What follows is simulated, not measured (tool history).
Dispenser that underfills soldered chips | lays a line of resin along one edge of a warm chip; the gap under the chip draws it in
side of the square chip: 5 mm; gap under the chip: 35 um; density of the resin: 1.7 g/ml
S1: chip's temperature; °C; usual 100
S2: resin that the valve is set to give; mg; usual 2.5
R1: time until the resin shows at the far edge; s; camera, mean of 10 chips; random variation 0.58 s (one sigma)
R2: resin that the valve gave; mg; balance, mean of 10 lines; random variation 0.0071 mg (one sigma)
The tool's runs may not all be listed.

| run | hour | S1 | S2 | R1 | R2 |
|---|---|---|---|---|---|
| 1 | 0 | 100 | 2.5 | 81.5 | 2.423 |
|  | 3.8 | new syringe of resin |
| 2 | 3.9 | 100 | 2.5 | 50.2 | 2.419 |
| 3 | 8.1 | 100 | 2.5 | 59.1 | 2.409 |
| 4 | 12.2 | 100 | 3.17 | 68.3 | 3.055 |
| 5 | 18.5 | 111 | 3.17 | 54.8 | 3.046 |
|  | 20 | new syringe of resin |
| 6 | 25.3 | 111 | 3.17 | 38 | 3.038 |
| 7 | 28.9 | 111 | 3.17 | 42.9 | 3.025 |
|  | 36.3 | new syringe of resin |
| 8 | 36.3 | 99 | 2.5 | 52.4 | 2.392 |
| 9 | 39.8 | 99 | 2.5 | 60.2 | 2.38 |
| 10 | 46.8 | 99 | 2.5 | 77.7 | 2.372 |
|  | 52.4 | new syringe of resin |
| 11 | 52.5 | 99 | 2.5 | 52.3 | 2.37 |
| 12 | 58.1 | 100 | 2.5 | 60.5 | 2.374 |
| 13 | 63.1 | 100 | 2.5 | 76.4 | 2.364 |
| 14 | 66.9 | 100 | 2.75 | 85.5 | 2.61 |
|  | 68.7 | new syringe of resin |
| 15 | 73.7 | 100 | 2.5 | 59.8 | 2.365 |
| 16 | 77.6 | 98 | 2.5 | 74.9 | 2.369 |
| 17 | 83.4 | 98 | 2.5 | 93.9 | 2.352 |
|  | 85.2 | new syringe of resin |
| 18 | 87.9 | 107 | 2.64 | 40.5 | 2.474 |
| 19 | 91.6 | 107 | 2.64 | 46 | 2.478 |
|  | 97.3 | dispensing valve cleaned and set on the balance |
| 20 | 99.6 | 107 | 2.64 | 60 | 2.617 |
|  | 102.7 | new syringe of resin |
| 21 | 105.4 | 106 | 2.5 | 42.4 | 2.492 |
| 22 | 111.5 | 106 | 2.5 | 52.7 | 2.486 |
| 23 | 116.7 | 97 | 2.95 | 96.1 | 2.928 |
|  | 119.1 | new syringe of resin |
| 24 | 123.9 | 95 | 2.45 | 76.6 | 2.426 |
| 25 | 127.4 | 95 | 2.45 | 87 | 2.426 |
| 26 | 132.6 | 97 | 2.35 | 95.3 | 2.316 |
|  | 135.4 | new syringe of resin |
| 27 | 138.8 | 93 | 2.52 | 77.4 | 2.493 |
| 28 | 146.6 | 98 | 2.52 | 82.7 | 2.497 |
|  | 151.8 | new syringe of resin |
| 29 | 152.6 | 95 | 3.09 | 62.5 | 3.034 |
| 30 | 159.9 | 92 | 2.21 | 96.3 | 2.17 |
| 31 | 163.8 | 110 | 2.49 | 50.4 | 2.43 |
|  | 167.9 | new syringe of resin |
| 32 | 170.4 | 105 | 2.36 | 43.4 | 2.305 |
| 33 | 174.9 | 113 | 2.12 | 36.7 | 2.064 |
| 34 | 179.3 | 100 | 2.12 | 77.5 | 2.073 |

The same runs without the tool's hidden state, with the same run-to-run variation:
The hidden state here: resin's viscosity, % of fresh resin's; dose that the valve gives, % of what is set; true chip temperature over the reading, C; drift of the gauge itself on fill_s, %; drift of the gauge itself on given_mg, %.
| run | R1 | R2 |
|---|---|---|
| 1 | 50.3 | 2.509 |
| 2 | 49 | 2.507 |
| 3 | 49.2 | 2.501 |
| 4 | 49 | 3.175 |
| 5 | 31.2 | 3.171 |
| 6 | 30.7 | 3.169 |
| 7 | 30.3 | 3.159 |
| 8 | 51.2 | 2.504 |
| 9 | 51.6 | 2.495 |
| 10 | 51.1 | 2.491 |
| 11 | 51.7 | 2.494 |
| 12 | 48.5 | 2.502 |
| 13 | 50.7 | 2.495 |
| 14 | 49.1 | 2.757 |
| 15 | 49.2 | 2.504 |
| 16 | 53.1 | 2.511 |
| 17 | 53.4 | 2.499 |
| 18 | 36.4 | 2.633 |
| 19 | 36 | 2.64 |
| 20 | 36.3 | 2.621 |
| 21 | 38.1 | 2.5 |
| 22 | 37.5 | 2.499 |
| 23 | 56.3 | 2.947 |
| 24 | 63.5 | 2.447 |
| 25 | 63.2 | 2.449 |
| 26 | 57 | 2.342 |
| 27 | 68.9 | 2.525 |
| 28 | 54.7 | 2.535 |
| 29 | 61.2 | 3.085 |
| 30 | 71.6 | 2.211 |
| 31 | 32.2 | 2.48 |
| 32 | 40.1 | 2.356 |
| 33 | 28.5 | 2.113 |
| 34 | 51 | 2.125 |
